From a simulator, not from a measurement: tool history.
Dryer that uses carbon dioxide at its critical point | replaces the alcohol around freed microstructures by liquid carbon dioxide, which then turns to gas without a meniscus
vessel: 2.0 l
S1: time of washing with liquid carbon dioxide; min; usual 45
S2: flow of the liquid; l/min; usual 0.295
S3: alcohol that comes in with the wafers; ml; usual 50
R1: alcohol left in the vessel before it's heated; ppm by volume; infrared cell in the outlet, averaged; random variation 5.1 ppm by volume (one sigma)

run    hour  S1     S2   S3    R1
  1       0  45  0.295   50    76
  2      30  45  0.295   50    79
  3    58.5  66  0.295   50    23
  4    81.9  66  0.295   50    29
  5   101.3  66  0.295   50    37
  6   125.7  45   0.25   50   192
  7   151.1  45   0.25   50   183
  8   182.6  45  0.295   89   155
  9   213.8  45  0.295   50    93
 10   241.3  45  0.244   50   233
 11     273  45  0.244   50   234
 12   287.9  45  0.244   50   245
 13     313  45  0.295   64   140
 14   329.8  45  0.295   68   141
 15     351  45  0.295   68   154
 16   380.6  45  0.295   68   160
 17   415.2  45  0.295   68   161
        441  -- inlet filter changed
 18   446.7  45  0.295   68   128
 19   473.2  45  0.295   68   136
 20   500.7  45  0.295   68   135
 21   520.3  45  0.295   50   120
 22   553.9  45  0.295   50   131
 23   574.2  45  0.295   50   128
 24   595.6  55  0.295   62    98
 25   623.6  38  0.295   50   240
 26   647.8  38  0.295   50   229
 27   675.1  56  0.295   47   102
 28   702.7  40  0.275   29   187
 29     726  52  0.328   50    98
 30   750.6  52  0.328   50    97
 31   767.2  64  0.292   62   109
 32   795.2  40  0.245  108   810
 33   828.6  54    0.4   82   106
 34   856.7  46  0.295   50   169
 35   881.3  33   0.39   50   179
 36   916.3  37  0.459   38   121
 37   948.2  37  0.459   38   132
 38   981.1  37  0.459   38   134
 39   996.2  47  0.247   39   249
       1000  -- inlet filter changed
 40  1023.7  56  0.295   24   122
       1050  -- purifier's bed changed
 41  1054.7  56  0.295   24     6
 42  1088.3  45  0.295   40    50
 43  1109.4  45  0.295   40    57
 44  1143.2  29  0.257   67  1132

3 ways to go on from here, each from the tool as it stands after run 44. What would each give?
  A  1162.8  70   0.35  67   ?
  B  1162.8  45  0.295  67   ?
  C  1162.8  70  0.257  29   ?

run   R1
  A   14
  B  102
  C   23
Without the tool's hidden state the same runs would have given:
run  R1
  A   2
  B  80
  C  10
